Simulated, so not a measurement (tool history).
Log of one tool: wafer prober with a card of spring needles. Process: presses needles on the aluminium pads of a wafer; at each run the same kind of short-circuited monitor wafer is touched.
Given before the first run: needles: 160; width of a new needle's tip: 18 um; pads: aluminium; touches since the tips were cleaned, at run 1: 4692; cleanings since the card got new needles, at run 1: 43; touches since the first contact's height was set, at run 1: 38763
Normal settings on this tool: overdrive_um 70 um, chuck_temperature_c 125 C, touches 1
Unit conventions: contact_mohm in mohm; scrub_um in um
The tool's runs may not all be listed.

run	hour	overdrive_um	chuck_temperature_c	touches	touches since the tips were cleaned	cleanings since the card got new needles	touches since the first contact's height was set	contact_mohm	scrub_um
1	0	70	125	1	4692	43	38763	283	12.41
# hour 5: tips cleaned on abrasive film
2	34	82	125	1	4717	44	44274	265	14.37
# hour 38: tips cleaned on abrasive film
3	57	82	125	1	3080	45	48001	261	14.46
# hour 71.2: tips cleaned on abrasive film
4	75.4	82	125	1	681	46	50989	231	14.42
5	102.7	70	125	1	5121	46	55429	290	12.29
# hour 104.6: tips cleaned on abrasive film
6	136.8	70	125	1	5230	47	60962	288	12.22
# hour 138.9: tips cleaned on abrasive film
# hour 171.7: tips cleaned on abrasive film
7	174.3	70	125	1	412	49	67033	239	12.29
8	192.5	70	125	1	3373	49	69994	279	12.34
# hour 205: tips cleaned on abrasive film
9	221.8	70	125	1	2734	50	74748	273	12.2
# hour 238.8: tips cleaned on abrasive film
10	263.9	70	125	2	4085	51	81587	262	12.22
# hour 272.8: tips cleaned on abrasive film
# hour 306.1: tips cleaned on abrasive film
11	308.1	70	125	2	323	53	88749	232	12.25
12	334.6	51	125	1	4635	53	93061	366	8.74
# hour 339.5: tips cleaned on abrasive film
13	364.8	51	125	1	4125	54	97963	360	8.78
# hour 372.3: tips cleaned on abrasive film
14	383.6	70	125	2	1848	55	101008	244	12.2
# hour 405.9: tips cleaned on abrasive film
15	418.6	70	76	1	2062	56	106681	257	12.08
# hour 440.5: tips cleaned on abrasive film
16	451.6	70	76	1	1802	57	112034	247	12.08
# hour 469.9: height of the first contact set anew
# hour 473.8: tips cleaned on abrasive film
17	480.2	64	73	1	1041	58	1655	244	11.37
# hour 506.8: tips cleaned on abrasive film
18	507.8	64	73	1	165	59	6136	223	11.4
19	530.6	64	73	1	3871	59	9842	286	11.38
# hour 541.2: tips cleaned on abrasive film
20	551.2	59	92	1	1626	60	13182	277	10.43
# hour 575.2: tips cleaned on abrasive film
21	590.8	79	83	2	2540	61	19601	231	13.95
# hour 610.3: tips cleaned on abrasive film
22	620.9	71	61	2	1712	62	24483	230	12.59
# hour 642.6: tips cleaned on abrasive film
23	659.6	83	125	3	2754	63	30767	226	14.59
# hour 677.3: tips cleaned on abrasive film
24	691.1	55	95	2	2256	64	35891	276	9.73
# hour 710.8: tips cleaned on abrasive film
25	713	85	26	3	364	65	39431	194	15
26	742.3	85	26	2	5135	65	44202	224	14.95
# hour 746.4: tips cleaned on abrasive film
# hour 780.9: tips cleaned on abrasive film
27	784.9	51	26	3	664	67	51111	228	8.93
28	809.4	51	26	3	4643	67	55090	264	8.84
# hour 816.2: tips cleaned on abrasive film
29	830.1	79	42	2	2263	68	58447	222	13.95
# hour 849.8: tips cleaned on abrasive film
30	871.6	79	42	2	3550	69	65184	231	13.79
# hour 882.3: tips cleaned on abrasive film
31	911.4	70	36	2	4724	70	71638	243	12.23
# hour 915.6: tips cleaned on abrasive film
32	938.4	72	122	1	3719	71	76026	284	12.55

4 options for the next run, each taken on its own from the tool as it stands now. Forecast them:
# hour 950.7: tips cleaned on abrasive film
A	980.3	72	74	1	4821	72	82834	?	?
# hour 950.7: tips cleaned on abrasive film
B	980.3	90	30	1	4821	72	82834	?	?
# hour 950.7: tips cleaned on abrasive film
C	980.3	61	67	1	4821	72	82834	?	?
# hour 950.7: tips cleaned on abrasive film
D	980.3	74	36	2	4821	72	82834	?	?

run	contact_mohm	scrub_um
A	287	12.57
B	243	15.76
C	318	10.46
D	249	13
Stripped of hidden state, with their random variation kept, the same runs would have yielded:
run	contact_mohm	scrub_um
A	205	12.84
B	186	16.04
C	206	10.74
D	198	13.28
